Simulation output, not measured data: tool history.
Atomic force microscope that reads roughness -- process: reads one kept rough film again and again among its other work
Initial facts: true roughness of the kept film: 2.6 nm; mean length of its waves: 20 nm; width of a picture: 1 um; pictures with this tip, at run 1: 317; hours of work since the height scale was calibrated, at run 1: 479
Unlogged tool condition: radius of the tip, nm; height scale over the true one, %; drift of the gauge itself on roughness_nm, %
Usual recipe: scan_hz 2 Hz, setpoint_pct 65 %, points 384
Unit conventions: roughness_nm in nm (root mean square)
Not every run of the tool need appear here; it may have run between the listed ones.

run,hour,scan_hz,setpoint_pct,points,pictures with this tip,hours of work since the height scale was calibrated,roughness_nm
1,0,2,65,384,317,479,1.722
# hour 8.9: new tip fitted
2,20.4,2,65,271,15,491,2.089
3,38.6,2,65,271,38,501,2.038
4,54.8,2,65,271,58,511,1.999
5,66.2,2,65,271,72,517,1.985
6,85.4,2.96,65,384,96,528,1.949
7,101.1,2,78,384,116,537,1.864
8,125.1,2,62,384,146,551,1.927
9,141,2,62,384,166,561,1.895
10,151.5,2,62,384,179,567,1.881
11,166.2,2,65,384,198,575,1.837
12,176.5,2,65,384,211,581,1.817
13,189.2,2,65,384,227,589,1.804
14,200.6,2,65,384,241,595,1.783
15,220.8,2,65,384,266,607,1.755
16,233.9,1.59,65,384,283,615,1.735
17,253.7,1.59,65,384,307,626,1.707
# hour 269.4: new tip fitted
18,276.2,2,62,384,8,639,2.125
19,290.6,2,62,384,26,647,2.093
20,303.2,2,62,384,42,655,2.077
21,321.9,2,62,384,66,665,2.037
22,340.3,2,62,384,89,676,1.998
23,360.3,2,69,384,114,688,1.903
24,380.8,2,69,384,139,700,1.878
25,390.8,2.8,74,865,152,705,1.767
26,405.1,0.87,61,531,170,714,1.928
27,427.9,2,87,774,198,727,1.669
28,450.3,2,87,774,227,740,1.637
29,461.5,0.62,57,257,241,746,1.799
30,473.7,0.62,57,257,256,754,1.782
31,486.1,0.62,62,257,272,761,1.733
32,496.9,2,86,321,285,767,1.541
33,518,3.58,86,638,312,779,1.393
# hour 530.5: new tip fitted
34,533.4,3.58,86,638,3,788,1.758
35,551.1,2.65,86,638,25,798,1.814
36,562.4,2.27,65,638,40,805,2.054
37,577.4,2.27,72,638,58,814,1.984
38,589,1.75,72,967,73,820,1.985
39,610.2,1.64,83,764,100,833,1.878
40,620.1,2,65,541,112,838,1.941
41,640.1,2,65,541,137,850,1.901
42,662.9,2,65,541,166,863,1.855
43,679.2,2,65,541,186,873,1.821
44,693.4,2,65,541,204,881,1.813
45,712.9,2,64,580,228,892,1.775

Alternative continuations, all from the tool just after run 45; predict every row:
A,722.8,0.88,64,823,241,898,?
B,722.8,2,79,580,241,898,?
C,722.8,2.96,62,304,241,898,?
D,722.8,2.91,61,656,241,898,?
E,722.8,2,65,812,241,898,?

run,roughness_nm
A,1.829
B,1.675
C,1.706
D,1.77
E,1.77
The same runs, with their run-to-run variation unchanged, on a tool lacking any hidden condition would have given:
run,roughness_nm
A,2.253
B,2.061
C,2.103
D,2.179
E,2.18
